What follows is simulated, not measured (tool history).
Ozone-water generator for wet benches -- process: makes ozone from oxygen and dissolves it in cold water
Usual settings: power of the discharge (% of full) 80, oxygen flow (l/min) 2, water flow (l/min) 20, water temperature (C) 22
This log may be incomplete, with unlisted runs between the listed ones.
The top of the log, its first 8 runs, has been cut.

| run | hour | power of the discharge (% of full) | oxygen flow (l/min) | water flow (l/min) | water temperature (C) | hours of work since the electrodes were changed | hours of work since the contactor was cleaned | hours of work since the thermometer was calibrated | dissolved ozone (ppm) | ozone in the gas ahead of the water (g/m3) |
|---|---|---|---|---|---|---|---|---|---|---|
| 9 | 772.9 | 80 | 2 | 20 | 22 | 2735 | 5422 | 1301 | 8.5 | 154.3 |
| 10 | 887.3 | 80 | 2 | 20 | 22 | 2824 | 5511 | 1390 | 8.6 | 154.3 |
| 11 | 1006.3 | 80 | 2 | 20 | 22 | 2916 | 5603 | 1482 | 8.4 | 154 |
| 12 | 1144.6 | 80 | 2 | 20 | 22 | 3024 | 5711 | 1590 | 8.4 | 154.6 |
| 13 | 1213.2 | 80 | 2 | 20 | 22 | 3077 | 5764 | 1643 | 8.3 | 153.1 |
| 14 | 1324.4 | 80 | 2 | 20 | 17 | 3163 | 5850 | 1729 | 8.8 | 155.1 |
| 15 | 1420.9 | 80 | 2 | 20 | 22 | 3238 | 5925 | 1804 | 8.6 | 151.9 |
| 16 | 1554.2 | 80 | 2 | 20 | 22 | 3342 | 6029 | 1908 | 8.3 | 153.4 |
| 17 | 1630.4 | 80 | 2 | 20 | 22 | 3401 | 6088 | 1967 | 8.5 | 153.2 |
| 18 | 1731.9 | 53 | 1.5 | 20 | 22 | 3479 | 6167 | 2045 | 5.9 | 137.8 |
| 19 | 1813.9 | 43 | 1.5 | 16 | 22 | 3543 | 6230 | 2109 | 6.6 | 120.5 |
| 20 | 1886.1 | 82 | 2 | 22 | 26 | 3599 | 6286 | 2165 | 7.5 | 154.8 |
| 21 | 2022 | 82 | 2.11 | 22 | 22 | 3705 | 6392 | 2271 | 7.9 | 150.9 |
| 22 | 2141.9 | 42 | 2.11 | 22 | 17 | 3798 | 6485 | 2364 | 5.4 | 103 |
| 23 | 2256.7 | 42 | 2.11 | 22 | 17 | 3887 | 6574 | 2453 | 5.5 | 102.6 |
| 24 | 2323.8 | 48 | 1.53 | 20 | 21 | 3939 | 6626 | 2505 | 5.7 | 126.7 |
| 25 | 2386.4 | 48 | 1.53 | 20 | 21 | 3987 | 6675 | 2553 | 5.6 | 125.7 |
| 26 | 2485 | 48 | 1.53 | 16 | 27 | 4064 | 6751 | 2630 | 6.9 | 128.1 |
| 27 | 2599.9 | 48 | 1.53 | 27 | 28 | 4153 | 6840 | 2719 | 3.8 | 126.9 |
| 28 | 2718.4 | 51 | 3.29 | 19 | 16 | 4245 | 6932 | 2811 | 8 | 94.6 |
| 29 | 2855 | 78 | 1.62 | 14 | 22 | 4351 | 7038 | 2917 | 10.9 | 164.6 |
| 30 | 2995.1 | 80 | 3.24 | 20 | 22 | 4460 | 7147 | 3026 | 9.3 | 123.4 |
| 31 | 3068 | 80 | 3.24 | 20 | 22 | 4516 | 7203 | 3082 | 9.4 | 122.4 |
| 32 | 3196.1 | 59 | 3.24 | 20 | 22 | 4616 | 7303 | 3182 | 7.7 | 102.8 |
| 33 | 3266.4 | 59 | 3.24 | 20 | 22 | 4670 | 7357 | 3236 | 8 | 103.9 |

Alternative continuations, all from the tool just after run 33; predict every row:
| A | 3368 | 59 | 3.24 | 20 | 24 | 4749 | 7436 | 3315 | ? | ? |
| B | 3368 | 63 | 2.56 | 20 | 22 | 4749 | 7436 | 3315 | ? | ? |
| C | 3368 | 80 | 2 | 20 | 15 | 4749 | 7436 | 3315 | ? | ? |
| D | 3368 | 59 | 1.19 | 20 | 20 | 4749 | 7436 | 3315 | ? | ? |

| run | dissolved ozone (ppm) | ozone in the gas ahead of the water (g/m3) |
|---|---|---|
| A | 7.7 | 102.4 |
| B | 7.6 | 118.4 |
| C | 8.8 | 150.4 |
| D | 5.7 | 159.8 |
Stripped of hidden state, with their random variation kept, the same runs would have yielded:
| run | dissolved ozone (ppm) | ozone in the gas ahead of the water (g/m3) |
|---|---|---|
| A | 8.5 | 108.2 |
| B | 8.5 | 125.5 |
| C | 9.8 | 160.8 |
| D | 6.4 | 168.9 |
